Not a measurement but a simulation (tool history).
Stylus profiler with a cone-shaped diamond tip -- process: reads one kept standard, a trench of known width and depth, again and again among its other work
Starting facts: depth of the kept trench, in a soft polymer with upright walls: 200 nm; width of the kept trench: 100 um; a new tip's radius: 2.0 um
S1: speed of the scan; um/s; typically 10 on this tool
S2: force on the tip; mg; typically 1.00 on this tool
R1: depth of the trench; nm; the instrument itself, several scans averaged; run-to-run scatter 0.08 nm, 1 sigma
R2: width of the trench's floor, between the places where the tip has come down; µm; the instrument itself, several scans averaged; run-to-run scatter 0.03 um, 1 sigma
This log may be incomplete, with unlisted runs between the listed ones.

run,hour,S1,S2,R1,R2
1,0.0,10,1.00,201.10,98.15
2,30.0,10,1.00,201.08,98.15
3,74.4,10,1.00,201.06,98.21
4,126.4,10,0.44,200.75,98.08
5,165.4,10,1.00,201.10,98.09
6,208.4,10,1.00,201.24,98.13
7,257.0,10,1.00,200.95,98.12
8,296.1,10,1.00,201.08,98.05
9,329.8,12,1.00,201.08,98.00
10,379.4,12,1.00,200.99,98.03
11,406.6,3,1.00,201.08,98.10
12,438.6,3,1.00,201.08,98.08
13,482.7,3,1.00,201.19,98.06
14,504.7,3,1.00,201.19,98.08
15,546.9,3,1.00,201.07,98.08
16,589.2,10,1.00,201.10,97.96
17,611.1,26,0.96,201.15,97.96
18,657.7,26,0.96,201.21,97.86
19,702.9,12,1.18,201.14,98.00
20,743.7,3,0.44,200.70,98.03
21,788.1,3,0.44,200.82,98.00
22,819.1,3,0.44,200.83,97.99
23,862.7,3,2.32,201.80,97.99
24,904.4,3,2.32,201.78,97.97
25,946.1,7,2.58,202.10,97.98
26,990.3,10,1.81,201.59,97.97
27,1017.8,23,1.89,201.72,97.95
28,1070.4,23,1.89,201.79,97.85
29,1111.0,23,1.89,201.64,97.88
30,1156.4,23,1.89,201.60,97.79
31,1186.6,5,0.36,200.75,97.89
32,1219.4,5,0.36,200.72,97.96

3 ways to go on from here, each from the tool as it stands after run 32. What would each give?
A,1271.7,9,0.57,?,?
B,1271.7,23,0.45,?,?
C,1271.7,21,0.90,?,?

run,R1,R2
A,200.94,97.91
B,200.76,97.74
C,201.10,97.78
Without the tool's unlogged condition, the same runs would have read:
run,R1,R2
A,200.66,98.22
B,200.49,98.05
C,200.82,98.08

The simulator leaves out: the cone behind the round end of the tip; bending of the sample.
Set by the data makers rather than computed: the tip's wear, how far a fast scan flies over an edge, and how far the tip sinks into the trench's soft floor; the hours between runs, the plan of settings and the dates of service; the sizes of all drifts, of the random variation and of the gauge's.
